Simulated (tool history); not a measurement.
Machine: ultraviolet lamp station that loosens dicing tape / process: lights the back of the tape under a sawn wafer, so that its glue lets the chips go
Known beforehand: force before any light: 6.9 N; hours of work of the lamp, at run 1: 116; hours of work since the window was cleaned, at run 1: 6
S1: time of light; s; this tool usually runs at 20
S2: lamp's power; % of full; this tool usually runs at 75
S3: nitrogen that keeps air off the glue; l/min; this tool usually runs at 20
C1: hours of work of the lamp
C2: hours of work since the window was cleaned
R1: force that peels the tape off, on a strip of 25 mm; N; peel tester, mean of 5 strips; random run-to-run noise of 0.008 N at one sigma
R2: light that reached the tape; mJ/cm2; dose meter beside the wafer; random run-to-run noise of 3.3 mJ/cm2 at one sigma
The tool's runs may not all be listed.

run 1 hour=0 | S1=20 S2=75 S3=20 | C1=116 C2=6 | R1=0.36 R2=473
run 2 hour=9 | S1=20 S2=75 S3=20 | C1=120 C2=11 | R1=0.35 R2=483
run 3 hour=14.8 | S1=20 S2=75 S3=20 | C1=124 C2=14 | R1=0.363 R2=478
run 4 hour=21.5 | S1=20 S2=75 S3=20 | C1=127 C2=18 | R1=0.364 R2=477
run 5 hour=29 | S1=20 S2=75 S3=20 | C1=131 C2=22 | R1=0.352 R2=468
run 6 hour=37 | S1=15 S2=75 S3=20 | C1=136 C2=26 | R1=0.63 R2=357
run 7 hour=43.5 | S1=15 S2=75 S3=20 | C1=139 C2=30 | R1=0.63 R2=353
run 8 hour=52.6 | S1=15 S2=75 S3=20 | C1=144 C2=35 | R1=0.642 R2=353
run 9 hour=57 | S1=15 S2=75 S3=20 | C1=147 C2=37 | R1=0.637 R2=350
run 10 hour=60.8 | S1=20 S2=75 S3=20 | C1=149 C2=39 | R1=0.379 R2=466
run 11 hour=68.9 | S1=20 S2=75 S3=7 | C1=153 C2=43 | R1=0.724 R2=467
run 12 hour=75.6 | S1=20 S2=75 S3=20 | C1=157 C2=47 | R1=0.375 R2=463
run 13 hour=80.5 | S1=20 S2=71 S3=20 | C1=159 C2=50 | R1=0.44 R2=437
run 14 hour=85.9 | S1=20 S2=71 S3=20 | C1=162 C2=53 | R1=0.419 R2=427
run 15 hour=93.5 | S1=20 S2=75 S3=20 | C1=166 C2=57 | R1=0.371 R2=460
run 16 hour=101.3 | S1=20 S2=75 S3=20 | C1=171 C2=61 | R1=0.405 R2=456
run 17 hour=106.3 | S1=20 S2=75 S3=20 | C1=173 C2=64 | R1=0.39 R2=453
-- hour=107.3 window cleaned of glue's vapour
run 18 hour=111.8 | S1=20 S2=75 S3=12 | C1=176 C2=2 | R1=0.53 R2=452
run 19 hour=116.8 | S1=20 S2=75 S3=12 | C1=179 C2=5 | R1=0.532 R2=444
run 20 hour=125.2 | S1=20 S2=75 S3=12 | C1=183 C2=10 | R1=0.549 R2=449
run 21 hour=133 | S1=20 S2=75 S3=20 | C1=188 C2=14 | R1=0.403 R2=447
run 22 hour=139.2 | S1=20 S2=75 S3=20 | C1=191 C2=17 | R1=0.41 R2=449
-- hour=142.4 window cleaned of glue's vapour, once more
run 23 hour=143.9 | S1=20 S2=75 S3=20 | C1=193 C2=1 | R1=0.377 R2=458
run 24 hour=152.5 | S1=26 S2=70 S3=14 | C1=198 C2=5 | R1=0.335 R2=554
run 25 hour=158.9 | S1=11 S2=71 S3=8 | C1=201 C2=9 | R1=1.919 R2=238
run 26 hour=166.4 | S1=11 S2=75 S3=20 | C1=205 C2=13 | R1=1.179 R2=250
run 27 hour=171.2 | S1=11 S2=75 S3=17 | C1=208 C2=16 | R1=1.27 R2=251
run 28 hour=178.9 | S1=20 S2=69 S3=9 | C1=212 C2=20 | R1=0.763 R2=409
run 29 hour=184.4 | S1=20 S2=69 S3=9 | C1=215 C2=23 | R1=0.76 R2=415
run 30 hour=189.4 | S1=12 S2=87 S3=26 | C1=218 C2=26 | R1=0.691 R2=306
run 31 hour=198.1 | S1=16 S2=90 S3=40 | C1=223 C2=30 | R1=0.322 R2=424
run 32 hour=206.9 | S1=16 S2=83 S3=37 | C1=227 C2=35 | R1=0.403 R2=388
run 33 hour=214.1 | S1=16 S2=83 S3=37 | C1=231 C2=39 | R1=0.384 R2=390
run 34 hour=221.4 | S1=28 S2=98 S3=36 | C1=235 C2=43 | R1=0.195 R2=801
run 35 hour=227 | S1=12 S2=73 S3=32 | C1=238 C2=46 | R1=0.906 R2=252
run 36 hour=232.8 | S1=11 S2=93 S3=14 | C1=241 C2=49 | R1=1.028 R2=297
run 37 hour=237.7 | S1=20 S2=63 S3=8 | C1=244 C2=52 | R1=1.033 R2=365
run 38 hour=245.1 | S1=31 S2=63 S3=7 | C1=248 C2=56 | R1=0.492 R2=564
run 39 hour=254.2 | S1=31 S2=63 S3=7 | C1=253 C2=61 | R1=0.505 R2=560
run 40 hour=260.3 | S1=12 S2=78 S3=11 | C1=256 C2=64 | R1=1.372 R2=268
run 41 hour=268.9 | S1=10 S2=97 S3=7 | C1=261 C2=69 | R1=1.721 R2=273
run 42 hour=277.1 | S1=20 S2=76 S3=24 | C1=265 C2=73 | R1=0.397 R2=431

Here are 4 independent what-if runs from the current tool condition. What would each one return?
run A hour=284.4 | S1=20 S2=73 S3=24 | C1=269 C2=77 | R1=? R2=?
run B hour=284.4 | S1=29 S2=69 S3=28 | C1=269 C2=77 | R1=? R2=?
run C hour=284.4 | S1=23 S2=82 S3=8 | C1=269 C2=77 | R1=? R2=?
run D hour=284.4 | S1=10 S2=67 S3=14 | C1=269 C2=77 | R1=? R2=?

run=A R1=0.436 R2=412
run=B R1=0.252 R2=563
run=C R1=0.515 R2=534
run=D R1=1.965 R2=185
Had the tool no hidden state, the same runs would have come out as:
run=A R1=0.309 R2=507
run=B R1=0.215 R2=693
run=C R1=0.354 R2=658
run=D R1=1.502 R2=229

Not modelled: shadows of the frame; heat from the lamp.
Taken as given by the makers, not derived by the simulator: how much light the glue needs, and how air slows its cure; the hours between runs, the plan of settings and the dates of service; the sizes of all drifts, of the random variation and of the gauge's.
